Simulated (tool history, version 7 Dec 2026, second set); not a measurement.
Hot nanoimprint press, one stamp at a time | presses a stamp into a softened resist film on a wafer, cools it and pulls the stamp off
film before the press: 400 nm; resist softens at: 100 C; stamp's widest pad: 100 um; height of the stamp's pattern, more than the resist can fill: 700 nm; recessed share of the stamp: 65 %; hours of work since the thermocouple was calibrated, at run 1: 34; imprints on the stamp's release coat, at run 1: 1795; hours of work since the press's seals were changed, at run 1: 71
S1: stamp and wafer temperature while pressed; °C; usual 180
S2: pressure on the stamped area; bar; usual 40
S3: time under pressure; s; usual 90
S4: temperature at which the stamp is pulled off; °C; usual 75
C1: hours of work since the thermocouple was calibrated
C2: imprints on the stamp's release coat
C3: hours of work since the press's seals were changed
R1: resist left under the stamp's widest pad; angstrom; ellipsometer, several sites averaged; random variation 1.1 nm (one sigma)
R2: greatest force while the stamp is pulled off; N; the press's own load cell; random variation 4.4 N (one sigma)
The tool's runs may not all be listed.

Run 1, hour 0: usual settings; C1 34; C2 1795; C3 71. Result: R1 2066 angstrom, R2 220 N.
Run 2, hour 19.3: usual settings; C1 49; C2 1886; C3 86. Result: R1 2069 angstrom, R2 213 N.
Run 3, hour 29.8: usual settings but S4 80 °C; C1 57; C2 1936; C3 94. Result: R1 2062 angstrom, R2 192 N.
Run 4, hour 47.8: usual settings but S4 80 °C; C1 71; C2 2021; C3 108. Result: R1 2068 angstrom, R2 189 N.
At hour 63: stamp cleaned and given a new release coat.
Run 5, hour 64.2: usual settings but S4 80 °C; C1 79; C2 6; C3 116. Result: R1 2038 angstrom, R2 183 N.
Run 6, hour 76.2: usual settings but S2 35 bar; C1 89; C2 62; C3 126. Result: R1 2144 angstrom, R2 205 N.
Run 7, hour 97.7: usual settings but S2 35 bar; C1 105; C2 164; C3 142. Result: R1 2148 angstrom, R2 211 N.
Run 8, hour 115.4: usual settings but S1 179 °C, S2 45 bar, S3 48 s, S4 73 °C; C1 119; C2 248; C3 156. Result: R1 2504 angstrom, R2 218 N.
Run 9, hour 127.2: usual settings but S1 179 °C, S2 45 bar, S3 48 s, S4 73 °C; C1 128; C2 303; C3 165. Result: R1 2466 angstrom, R2 219 N.
Run 10, hour 151: usual settings but S1 168 °C, S3 99 s; C1 147; C2 416; C3 184. Result: R1 2780 angstrom, R2 211 N.
Run 11, hour 168.2: usual settings but S2 48.5 bar, S3 136 s, S4 61 °C; C1 160; C2 497; C3 197. Result: R1 1608 angstrom, R2 283 N.

5 ways to go on from here, each from the tool as it stands after run 11. What would each give?
Run A, hour 178.8: usual settings but S2 47.9 bar, S3 136 s, S4 68 °C; C1 168; C2 547; C3 205. Result: R1 ?, R2 ?.
Run B, hour 178.8: usual settings but S1 189 °C, S2 48.5 bar, S3 48 s, S4 61 °C; C1 168; C2 547; C3 205. Result: R1 ?, R2 ?.
Run C, hour 178.8: usual settings but S2 37.1 bar, S3 136 s, S4 61 °C; C1 168; C2 547; C3 205. Result: R1 ?, R2 ?.
Run D, hour 178.8: usual settings but S1 177 °C, S2 41.5 bar, S4 69 °C; C1 168; C2 547; C3 205. Result: R1 ?, R2 ?.
Run E, hour 178.8: usual settings but S2 48.5 bar, S3 136 s, S4 77 °C; C1 168; C2 547; C3 205. Result: R1 ?, R2 ?.

run    R1   R2
  A  1602  256
  B  1821  294
  C  1808  295
  D  2196  251
  E  1604  206
Without the tool's hidden state the same runs would have given:
run    R1   R2
  A  1610  255
  B  1830  293
  C  1817  294
  D  2207  250
  E  1612  205

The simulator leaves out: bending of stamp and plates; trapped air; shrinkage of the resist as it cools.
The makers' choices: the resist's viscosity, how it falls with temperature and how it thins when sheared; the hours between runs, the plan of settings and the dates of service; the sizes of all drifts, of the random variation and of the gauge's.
